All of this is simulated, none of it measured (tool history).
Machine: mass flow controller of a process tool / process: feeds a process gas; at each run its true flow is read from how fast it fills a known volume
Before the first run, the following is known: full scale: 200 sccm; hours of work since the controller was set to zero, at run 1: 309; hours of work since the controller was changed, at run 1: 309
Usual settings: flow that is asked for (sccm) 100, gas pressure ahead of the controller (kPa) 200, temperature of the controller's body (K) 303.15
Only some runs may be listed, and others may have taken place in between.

run     day  flow that is asked for (sccm)  gas pressure ahead of the controller (kPa)  temperature of the controller's body (K)  hours of work since the controller was set to zero  hours of work since the controller was changed  true flow (%)
  1       0                            100                                         200                                    303.15                                                 309                                             309          98.69
  2   8.462                            100                                         200                                    303.15                                                 444                                             444          98.76
  3  15.971                            100                                         200                                    303.15                                                 564                                             564           98.9
  4  24.725                            100                                         200                                    303.15                                                 703                                             703          98.92
  5  32.321                            100                                         200                                    303.15                                                 824                                             824          98.88
  6  39.275                            100                                         200                                    303.15                                                 935                                             935          98.93
  7  47.021                            177                                         207                                    303.15                                                1059                                            1059          100.3
  8  52.817                            177                                         207                                    303.15                                                1151                                            1151         100.29
  9  63.254                            177                                         207                                    303.15                                                1317                                            1317         100.23
 10  68.854                            100                                         197                                    305.15                                                1407                                            1407          99.15

Consider 5 possible next runs. They are alternatives, not a sequence: every one starts from the tool as it was left by run 10. What does each give?
  A  74.4                             73                                         152                                    306.15                                                1495                                            1495              ?
  B  74.4                            175                                         275                                    305.15                                                1495                                            1495              ?
  C  74.4                             95                                         200                                    305.15                                                1495                                            1495              ?
  D  74.4                            100                                         200                                    298.15                                                1495                                            1495              ?
  E  74.4                            192                                         179                                    301.15                                                1495                                            1495              ?

run  true flow (%)
  A          98.98
  B         100.17
  C          99.26
  D          98.72
  E         100.49
Without the tool's unlogged condition, the same runs would have read:
run  true flow (%)
  A          98.63
  B           99.8
  C           98.9
  D          98.36
  E         100.13
